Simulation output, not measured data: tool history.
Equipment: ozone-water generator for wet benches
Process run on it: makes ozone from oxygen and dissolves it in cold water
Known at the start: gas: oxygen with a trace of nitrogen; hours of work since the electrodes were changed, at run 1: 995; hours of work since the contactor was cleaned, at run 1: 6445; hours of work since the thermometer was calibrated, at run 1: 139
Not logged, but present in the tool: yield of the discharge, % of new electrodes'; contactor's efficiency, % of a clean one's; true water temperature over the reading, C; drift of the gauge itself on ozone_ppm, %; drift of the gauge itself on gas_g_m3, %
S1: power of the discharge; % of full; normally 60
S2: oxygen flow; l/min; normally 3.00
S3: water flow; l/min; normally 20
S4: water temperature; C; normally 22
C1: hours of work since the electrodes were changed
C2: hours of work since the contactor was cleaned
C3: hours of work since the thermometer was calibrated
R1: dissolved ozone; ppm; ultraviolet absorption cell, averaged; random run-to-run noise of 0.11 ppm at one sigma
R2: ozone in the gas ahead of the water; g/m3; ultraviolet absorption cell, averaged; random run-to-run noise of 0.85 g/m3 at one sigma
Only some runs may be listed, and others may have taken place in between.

run	hour	S1	S2	S3	S4	C1	C2	C3	R1	R2
1	0.0	60	3.00	20	22	995	6445	139	8.3	133.6
2	31.3	60	3.00	20	22	1024	6474	168	8.2	134.3
3	53.5	60	3.00	20	20	1045	6494	188	8.5	135.5
4	96.7	60	3.00	20	20	1085	6534	228	8.5	132.7
5	118.0	60	3.00	20	28	1104	6554	248	7.7	135.7
6	147.2	60	3.00	20	28	1131	6581	275	7.6	134.2
7	188.9	60	3.00	20	22	1170	6619	313	8.2	135.6
8	232.0	60	2.24	20	22	1210	6659	353	7.4	150.8
9	262.9	60	2.24	20	22	1238	6688	382	7.5	150.2
10	301.9	60	2.24	20	22	1274	6724	418	7.4	148.1
11	340.9	60	2.24	20	22	1310	6760	454	7.3	150.3
12	374.5	60	2.24	20	22	1341	6791	485	7.8	149.2
13	410.0	60	3.00	20	22	1374	6824	517	8.2	135.3
14	456.0	60	4.07	20	22	1416	6866	560	8.9	119.5
15	492.1	60	4.07	20	22	1450	6899	593	8.7	119.6
16	535.6	60	1.86	19	22	1490	6939	633	7.4	158.9
17	562.0	52	3.00	18	22	1514	6964	658	8.1	121.9
18	602.4	52	3.00	14	19	1551	7001	695	10.7	119.6
19	621.5	52	3.01	14	14	1569	7019	713	11.3	120.4
20	668.0	52	3.01	14	14	1612	7062	756	11.3	121.8
21	692.3	52	3.01	14	14	1634	7084	778	11.6	121.7
22	715.5	59	3.73	18	15	1656	7106	799	10.4	121.2
23	747.8	46	3.86	17	22	1686	7135	829	8.1	99.6

What does the tool deliver on the next run?
24	780.2	46	3.86	17	22	1716	7165	859	?	?

R1: 8.2 ppm
R2: 100.2 g/m3
On a tool with no hidden condition, and with the same random variation, this run would have come out at R1 8.9 ppm, R2 102.8 g/m3.

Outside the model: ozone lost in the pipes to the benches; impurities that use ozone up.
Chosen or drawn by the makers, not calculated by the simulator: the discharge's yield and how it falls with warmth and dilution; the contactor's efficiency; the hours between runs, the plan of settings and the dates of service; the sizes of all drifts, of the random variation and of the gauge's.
